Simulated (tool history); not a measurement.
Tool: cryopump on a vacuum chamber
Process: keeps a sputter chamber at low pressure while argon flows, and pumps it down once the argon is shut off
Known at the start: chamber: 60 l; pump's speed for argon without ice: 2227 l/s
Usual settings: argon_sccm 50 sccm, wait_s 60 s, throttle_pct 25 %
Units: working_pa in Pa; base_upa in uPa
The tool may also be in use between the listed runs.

run,hour,argon_sccm,wait_s,throttle_pct,working_pa,base_upa
1,0,50,60,25,0.1548,1.3
2,59,50,24,25,0.1572,2.63
3,128.5,50,60,25,0.1577,1.38
4,240.3,62,60,25,0.1999,1.38
5,313.1,50,60,25,0.1624,1.49
6,405.5,50,60,25,0.1634,1.61
7,463.2,50,60,25,0.1654,1.67
8,532.6,50,60,25,0.169,1.67
9,612.4,50,60,25,0.1536,1.47
10,726.6,50,186,25,0.1555,1.01
11,820.5,50,186,25,0.1552,1
12,889,50,186,25,0.159,1.03
13,944.1,50,186,25,0.1607,1.13
14,998.5,76,60,25,0.2445,1.76
15,1080.3,76,60,25,0.2463,1.82
16,1137.6,76,60,25,0.251,1.83
17,1231.1,50,60,26,0.1607,1.93
18,1343.2,50,60,26,0.1459,1.62
19,1394.3,45,60,23,0.1495,1.76
20,1486.6,21,159,20,0.0804,1.25
21,1588.9,21,159,20,0.0823,1.33
22,1672.9,51,21,56,0.0768,3.56
23,1740.3,61,294,30,0.1659,1.29
24,1793.5,61,294,30,0.1655,1.37
25,1906.5,61,49,27,0.1852,1.22
26,1974,50,60,20,0.2034,1.15
27,2035.6,26,58,58,0.0431,1.14
28,2155.3,50,116,25,0.1531,0.7
29,2217.7,50,116,25,0.1545,0.74
30,2315,50,116,25,0.1567,0.81
31,2373,29,146,25,0.0918,0.71
32,2471.6,66,58,25,0.2106,1.3
33,2540.6,66,58,25,0.2131,1.33

Not shown: 4 entries that the log had between the listed runs. Between which runs, and how does the tool's hidden state differ before and after?
Between runs 8 and 9: pump warmed up, emptied and cooled again (hour 569.9)
  pump's speed, % of a pump's without ice: 71.9 -> 98.1; cold plate's temperature, K: 13.15 -> 13.16; leak into the chamber, uPa l/s: 1273 -> 1326
  measured less the result without the state, working_pa: +0.0162 -> +0.0016 Pa; base_upa: +0.68 -> +0.49 uPa
Between runs 17 and 18: pump warmed up, emptied and cooled again (hour 1338.9)
  pump's speed, % of a pump's without ice: 73.2 -> 99.6; cold plate's temperature, K: 13.28 -> 13.3; leak into the chamber, uPa l/s: 1735 -> 1810
  measured less the result without the state, working_pa: +0.0152 -> +0.0011 Pa; base_upa: +0.95 -> +0.68 uPa
Between runs 24 and 25: leaking fittings of the chamber tightened, without venting (hour 1806.4)
  pump's speed, % of a pump's without ice: 81.9 -> 77.7; cold plate's temperature, K: 13.38 -> 13.41; leak into the chamber, uPa l/s: 2117 -> 391
  measured less the result without the state, working_pa: +0.0118 -> +0.0149 Pa; base_upa: +1.08 -> +0.1 uPa
Between runs 27 and 28: pump warmed up, emptied and cooled again (hour 2107)
  pump's speed, % of a pump's without ice: 72.4 -> 97.8; cold plate's temperature, K: 13.43 -> 13.45; leak into the chamber, uPa l/s: 478 -> 553
  measured less the result without the state, working_pa: +0.0083 -> +0.002 Pa; base_upa: +0.16 -> +0.12 uPa
